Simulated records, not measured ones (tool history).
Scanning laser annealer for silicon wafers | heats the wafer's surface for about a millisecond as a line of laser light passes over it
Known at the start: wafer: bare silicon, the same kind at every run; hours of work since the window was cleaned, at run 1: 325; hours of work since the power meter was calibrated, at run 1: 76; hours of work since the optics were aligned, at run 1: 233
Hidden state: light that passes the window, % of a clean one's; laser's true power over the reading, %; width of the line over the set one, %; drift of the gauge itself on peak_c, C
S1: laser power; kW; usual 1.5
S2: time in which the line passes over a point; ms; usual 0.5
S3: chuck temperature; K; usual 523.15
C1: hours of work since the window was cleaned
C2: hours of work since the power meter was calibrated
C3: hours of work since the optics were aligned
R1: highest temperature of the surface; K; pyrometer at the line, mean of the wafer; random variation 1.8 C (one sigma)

Run 1, hour 0: usual settings; C1 325; C2 76; C3 233. Result: R1 1207.15 K.
Run 2, hour 7.5: usual settings; C1 329; C2 79; C3 236. Result: R1 1209.15 K.
Run 3, hour 14.8: usual settings; C1 332; C2 83; C3 239. Result: R1 1207.15 K.
Run 4, hour 19.1: usual settings; C1 334; C2 84; C3 241. Result: R1 1204.15 K.
Run 5, hour 24.9: usual settings; C1 336; C2 87; C3 244. Result: R1 1207.15 K.
Run 6, hour 29.2: usual settings; C1 338; C2 89; C3 246. Result: R1 1206.15 K.
Run 7, hour 33.2: usual settings; C1 340; C2 91; C3 248. Result: R1 1205.15 K.
Run 8, hour 41.3: usual settings; C1 343; C2 94; C3 251. Result: R1 1209.15 K.
Run 9, hour 47.1: usual settings; C1 346; C2 97; C3 254. Result: R1 1205.15 K.
Run 10, hour 51.8: usual settings; C1 348; C2 99; C3 256. Result: R1 1206.15 K.
Run 11, hour 56.8: usual settings; C1 350; C2 101; C3 258. Result: R1 1204.15 K.
Run 12, hour 65.7: usual settings; C1 354; C2 105; C3 262. Result: R1 1203.15 K.
Run 13, hour 71.8: usual settings; C1 357; C2 108; C3 265. Result: R1 1203.15 K.
At hour 78.7: window over the wafer cleaned.
Run 14, hour 81.9: usual settings but S1 1.508 kW; C1 1; C2 111; C3 268. Result: R1 1253.15 K.
Run 15, hour 89.5: usual settings but S1 1.508 kW; C1 5; C2 114; C3 271. Result: R1 1250.15 K.
Run 16, hour 98.4: usual settings; C1 9; C2 118; C3 275. Result: R1 1246.15 K.
Run 17, hour 105.2: usual settings; C1 12; C2 121; C3 278. Result: R1 1244.15 K.
Run 18, hour 114.3: usual settings; C1 16; C2 125; C3 282. Result: R1 1244.15 K.
Run 19, hour 123.1: usual settings; C1 19; C2 129; C3 286. Result: R1 1243.15 K.
Run 20, hour 130.1: usual settings; C1 23; C2 132; C3 289. Result: R1 1245.15 K.
Run 21, hour 137.5: usual settings but S1 1.53 kW; C1 26; C2 135; C3 292. Result: R1 1257.15 K.
Run 22, hour 144.3: usual settings but S1 1.479 kW, S3 559.15 K; C1 29; C2 138; C3 295. Result: R1 1265.15 K.
Run 23, hour 151.5: usual settings but S1 1.479 kW, S3 559.15 K; C1 32; C2 142; C3 299. Result: R1 1266.15 K.
Run 24, hour 156.1: usual settings but S1 1.479 kW, S3 559.15 K; C1 34; C2 144; C3 301. Result: R1 1271.15 K.
Run 25, hour 164.9: usual settings but S1 1.479 kW, S3 559.15 K; C1 38; C2 148; C3 304. Result: R1 1267.15 K.
Run 26, hour 169.1: usual settings but S1 1.479 kW, S3 559.15 K; C1 40; C2 149; C3 306. Result: R1 1264.15 K.
Run 27, hour 176.9: usual settings but S1 1.479 kW, S3 559.15 K; C1 43; C2 153; C3 310. Result: R1 1266.15 K.
Run 28, hour 181: usual settings but S1 1.479 kW, S2 0.447 ms, S3 537.15 K; C1 45; C2 155; C3 312. Result: R1 1208.15 K.
Run 29, hour 188.7: usual settings but S1 1.479 kW, S2 0.447 ms, S3 537.15 K; C1 48; C2 158; C3 315. Result: R1 1212.15 K.
Run 30, hour 196.4: usual settings but S1 1.42 kW, S2 0.447 ms, S3 551.15 K; C1 52; C2 161; C3 318. Result: R1 1190.15 K.
Run 31, hour 200.8: usual settings but S1 1.637 kW, S3 504.15 K; C1 54; C2 163; C3 320. Result: R1 1297.15 K.
Run 32, hour 208.7: usual settings but S2 0.562 ms; C1 57; C2 167; C3 324. Result: R1 1276.15 K.
Run 33, hour 217.2: usual settings but S2 0.45 ms, S3 483.15 K; C1 61; C2 170; C3 327. Result: R1 1167.15 K.
Run 34, hour 221.6: usual settings but S1 1.41 kW, S3 536.15 K; C1 63; C2 172; C3 329. Result: R1 1201.15 K.
Run 35, hour 228: usual settings but S1 1.489 kW, S2 0.453 ms, S3 545.15 K; C1 65; C2 175; C3 332. Result: R1 1223.15 K.
Run 36, hour 233.8: usual settings but S1 1.529 kW, S2 0.453 ms, S3 545.15 K; C1 68; C2 178; C3 335. Result: R1 1245.15 K.
Run 37, hour 240: usual settings but S1 1.306 kW, S2 0.599 ms, S3 494.15 K; C1 71; C2 180; C3 337. Result: R1 1153.15 K.

Forecast each of these 3 alternatives for the next run:
Run A, hour 248.4: usual settings but S1 1.648 kW, S2 0.468 ms, S3 496.15 K; C1 74; C2 184; C3 341. Result: R1 ?.
Run B, hour 248.4: usual settings but S1 1.312 kW, S2 0.435 ms, S3 494.15 K; C1 74; C2 184; C3 341. Result: R1 ?.
Run C, hour 248.4: usual settings but S1 1.405 kW, S2 0.549 ms, S3 521.15 K; C1 74; C2 184; C3 341. Result: R1 ?.

run       R1
  A  1268.15
  B  1067.15
  C  1211.15
Without the tool's hidden state the same runs would have given:
run       R1
  A  1289.15
  B  1082.15
  C  1230.15
